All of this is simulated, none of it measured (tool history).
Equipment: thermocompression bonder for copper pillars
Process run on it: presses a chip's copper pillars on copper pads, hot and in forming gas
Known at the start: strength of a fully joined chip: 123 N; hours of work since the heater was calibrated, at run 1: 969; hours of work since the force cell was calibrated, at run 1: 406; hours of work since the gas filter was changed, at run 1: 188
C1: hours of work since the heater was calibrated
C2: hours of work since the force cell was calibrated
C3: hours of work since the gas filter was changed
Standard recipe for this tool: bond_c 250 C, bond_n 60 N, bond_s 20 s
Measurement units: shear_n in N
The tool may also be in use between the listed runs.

Run 1, hour 0.0: usual settings; C1 969; C2 406; C3 188. Result: shear_n 73.2 N.
Run 2, hour 11.8: usual settings but bond_n 90 N; C1 978; C2 414; C3 197. Result: shear_n 91.3 N.
Run 3, hour 24.2: usual settings but bond_n 90 N; C1 987; C2 423; C3 206. Result: shear_n 90.2 N.
Run 4, hour 40.0: usual settings but bond_n 90 N; C1 998; C2 435; C3 217. Result: shear_n 90.5 N.
At hour 45.8: heater calibrated with a thermocouple chip.
Run 5, hour 60.1: usual settings but bond_n 90 N; C1 10; C2 448; C3 231. Result: shear_n 90.5 N.
Run 6, hour 73.1: usual settings; C1 20; C2 458; C3 240. Result: shear_n 71.9 N.
At hour 88.0: forming gas filter changed.
Run 7, hour 90.6: usual settings; C1 32; C2 470; C3 2. Result: shear_n 72.5 N.
Run 8, hour 101.7: usual settings; C1 41; C2 478; C3 10. Result: shear_n 72.1 N.
Run 9, hour 110.2: usual settings but bond_c 265 C; C1 47; C2 485; C3 16. Result: shear_n 85.4 N.
Run 10, hour 123.8: usual settings; C1 57; C2 495; C3 26. Result: shear_n 73.9 N.
Run 11, hour 133.6: usual settings; C1 64; C2 502; C3 33. Result: shear_n 72.3 N.
Run 12, hour 145.8: usual settings; C1 73; C2 511; C3 42. Result: shear_n 73.2 N.
Run 13, hour 162.6: usual settings; C1 85; C2 523; C3 55. Result: shear_n 74.4 N.
Run 14, hour 170.2: usual settings; C1 91; C2 529; C3 60. Result: shear_n 71.9 N.
Run 15, hour 188.1: usual settings; C1 104; C2 542; C3 73. Result: shear_n 73.6 N.
Run 16, hour 196.0: usual settings; C1 110; C2 547; C3 79. Result: shear_n 73.1 N.
Run 17, hour 211.7: usual settings; C1 121; C2 559; C3 91. Result: shear_n 73.3 N.
Run 18, hour 225.1: usual settings; C1 131; C2 569; C3 100. Result: shear_n 73.2 N.
Run 19, hour 234.2: usual settings; C1 138; C2 575; C3 107. Result: shear_n 72.8 N.
Run 20, hour 244.2: usual settings; C1 145; C2 583; C3 114. Result: shear_n 73.0 N.
Run 21, hour 253.6: usual settings but bond_s 43 s; C1 152; C2 590; C3 121. Result: shear_n 89.8 N.
Run 22, hour 265.1: usual settings but bond_s 16 s; C1 160; C2 598; C3 130. Result: shear_n 68.3 N.
Run 23, hour 278.2: usual settings but bond_c 278 C, bond_n 45 N, bond_s 32 s; C1 170; C2 608; C3 139. Result: shear_n 93.4 N.
Run 24, hour 289.8: usual settings but bond_c 224 C, bond_n 78 N, bond_s 22 s; C1 178; C2 616; C3 148. Result: shear_n 64.1 N.
Run 25, hour 302.7: usual settings but bond_c 251 C, bond_n 79 N, bond_s 27 s; C1 188; C2 626; C3 157. Result: shear_n 93.5 N.
Run 26, hour 318.7: usual settings but bond_c 251 C, bond_n 79 N, bond_s 27 s; C1 200; C2 637; C3 169. Result: shear_n 93.3 N.
Run 27, hour 335.3: usual settings but bond_c 253 C, bond_n 37 N, bond_s 27 s; C1 212; C2 650; C3 181. Result: shear_n 60.7 N.
Run 28, hour 352.4: usual settings but bond_c 253 C, bond_n 52 N, bond_s 27 s; C1 224; C2 662; C3 194. Result: shear_n 75.3 N.
Run 29, hour 370.4: usual settings but bond_n 73 N; C1 237; C2 675; C3 207. Result: shear_n 81.2 N.
Run 30, hour 380.4: usual settings but bond_c 251 C, bond_n 72 N, bond_s 60 s; C1 245; C2 683; C3 214. Result: shear_n 105.5 N.
Run 31, hour 394.1: usual settings but bond_c 254 C, bond_n 72 N, bond_s 60 s; C1 255; C2 693; C3 224. Result: shear_n 107.4 N.
Run 32, hour 410.0: usual settings but bond_c 254 C, bond_n 72 N, bond_s 60 s; C1 267; C2 704; C3 236. Result: shear_n 105.2 N.
Run 33, hour 420.5: usual settings but bond_c 265 C, bond_s 42 s; C1 274; C2 712; C3 244. Result: shear_n 101.5 N.
At hour 431.3: forming gas filter changed.
Run 34, hour 432.4: usual settings but bond_c 237 C; C1 283; C2 720; C3 1. Result: shear_n 61.7 N.
Run 35, hour 442.5: usual settings but bond_c 227 C, bond_n 67 N; C1 290; C2 728; C3 8. Result: shear_n 57.9 N.
Run 36, hour 454.8: usual settings but bond_c 262 C, bond_n 82 N, bond_s 57 s; C1 299; C2 737; C3 17. Result: shear_n 113.1 N.
Run 37, hour 462.6: usual settings but bond_c 262 C, bond_n 82 N, bond_s 57 s; C1 305; C2 742; C3 23. Result: shear_n 113.6 N.
Run 38, hour 478.3: usual settings but bond_c 271 C, bond_n 52 N; C1 316; C2 754; C3 34. Result: shear_n 83.5 N.
Run 39, hour 496.0: usual settings but bond_c 239 C, bond_n 88 N; C1 329; C2 767; C3 47. Result: shear_n 81.4 N.

Here are 3 independent what-if runs from the current tool condition. What would each one return?
Run A, hour 505.5: usual settings but bond_c 274 C, bond_n 86 N, bond_s 11 s; C1 336; C2 774; C3 54. Result: shear_n ?.
Run B, hour 505.5: usual settings but bond_n 41 N, bond_s 12 s; C1 336; C2 774; C3 54. Result: shear_n ?.
Run C, hour 505.5: usual settings but bond_c 262 C, bond_n 88 N; C1 336; C2 774; C3 54. Result: shear_n ?.

run  shear_n
  A     97.6
  B     47.5
  C     99.2
Without the tool's unlogged condition, the same runs would have read:
run  shear_n
  A     97.5
  B     47.4
  C     99.1

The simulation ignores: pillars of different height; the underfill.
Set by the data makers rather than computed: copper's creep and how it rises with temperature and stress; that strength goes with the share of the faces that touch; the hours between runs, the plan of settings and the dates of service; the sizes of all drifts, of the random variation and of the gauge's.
